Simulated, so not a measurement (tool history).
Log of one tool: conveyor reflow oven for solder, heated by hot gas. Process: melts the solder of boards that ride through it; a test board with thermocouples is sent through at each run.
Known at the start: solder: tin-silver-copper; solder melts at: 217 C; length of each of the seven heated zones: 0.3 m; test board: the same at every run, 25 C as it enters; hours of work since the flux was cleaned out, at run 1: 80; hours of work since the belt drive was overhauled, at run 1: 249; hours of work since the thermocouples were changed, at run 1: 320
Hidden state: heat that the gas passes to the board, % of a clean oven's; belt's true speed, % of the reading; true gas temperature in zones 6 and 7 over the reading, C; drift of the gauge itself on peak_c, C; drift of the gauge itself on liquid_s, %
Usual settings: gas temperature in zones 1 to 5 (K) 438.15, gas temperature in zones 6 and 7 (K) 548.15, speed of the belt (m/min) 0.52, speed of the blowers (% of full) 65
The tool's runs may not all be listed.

run     day  gas temperature in zones 1 to 5 (K)  gas temperature in zones 6 and 7 (K)  speed of the belt (m/min)  speed of the blowers (% of full)  hours of work since the flux was cleaned out  hours of work since the belt drive was overhauled  hours of work since the thermocouples were changed  highest temperature of the board (K)  time above the solder's melting point (s)
  1       0                               438.15                                548.15                       0.52                                65                                            80                                                249                                                 320                                530.05                                      52.36
  2   1.196                               438.15                                548.15                       0.52                                65                                            99                                                268                                                 339                                530.35                                      52.33
  3   2.904                               438.15                                548.15                       0.52                                65                                           126                                                295                                                 366                                530.15                                      52.15
  4   3.929                               438.15                                548.15                       0.52                                65                                           142                                                311                                                 382                                529.75                                      52.21
  5   5.633                               438.15                                548.15                       0.52                                63                                           169                                                338                                                 409                                528.95                                       51.5
  6     6.8                               438.15                                548.15                       0.52                                65                                           188                                                357                                                 428                                529.65                                      52.07
  7   7.629                               438.15                                548.15                       0.52                                65                                           201                                                370                                                 441                                529.75                                         52
  8   9.321                               438.15                                548.15                       0.52                                72                                           227                                                396                                                 467                                531.45                                      53.34
      9.908  -- flux residue cleaned out of gas plates and filters
  9  10.812                               438.15                                548.15                       0.52                                72                                            14                                                417                                                 488                                531.15                                      53.04
 10  12.283                               438.15                                548.15                       0.52                                81                                            38                                                440                                                 511                                532.95                                      54.69
 11  13.688                               443.15                                539.15                      0.566                                65                                            60                                                462                                                 533                                518.55                                      41.42
 12  15.379                               443.15                                539.15                      0.551                                65                                            87                                                489                                                 560                                519.25                                      43.38
     15.942  -- flux residue cleaned out of gas plates and filters, once more
 13  16.642                               438.15                                549.15                       0.52                                65                                            11                                                506                                                 577                                530.65                                      52.73
 14    17.4                               438.15                                549.15                       0.52                                65                                            23                                                518                                                 589                                530.45                                      52.74
 15  18.958                               438.15                                548.15                      0.465                                65                                            48                                                542                                                 613                                532.85                                      61.46
 16  20.367                               438.15                                548.15                       0.52                                50                                            70                                                565                                                 636                                523.45                                      47.14
 17  21.238                               438.15                                548.15                       0.52                                50                                            84                                                578                                                 649                                523.65                                      46.84
 18  22.008                               452.15                                561.15                      0.522                                75                                            96                                                591                                                 662                                546.15                                      63.98
 19  22.958                               452.15                                561.15                      0.522                                75                                           111                                                606                                                 677                                545.75                                      63.98

Forecast each of these 3 alternatives for the next run:
  A  24.496                               434.15                                541.15                      0.547                                65                                           135                                                630                                                 701                                     ?                                          ?
  B  24.496                               453.15                                545.15                       0.52                                56                                           135                                                630                                                 701                                     ?                                          ?
  C  24.496                               438.15                                557.15                      0.492                                74                                           135                                                630                                                 701                                     ?                                          ?

run  highest temperature of the board (K)  time above the solder's melting point (s)
  A                                520.05                                      42.09
  B                                526.15                                       54.3
  C                                541.55                                      62.46
Without the tool's hidden state the same runs would have given:
run  highest temperature of the board (K)  time above the solder's melting point (s)
  A                                522.15                                      43.34
  B                                528.05                                      55.16
  C                                543.75                                         63

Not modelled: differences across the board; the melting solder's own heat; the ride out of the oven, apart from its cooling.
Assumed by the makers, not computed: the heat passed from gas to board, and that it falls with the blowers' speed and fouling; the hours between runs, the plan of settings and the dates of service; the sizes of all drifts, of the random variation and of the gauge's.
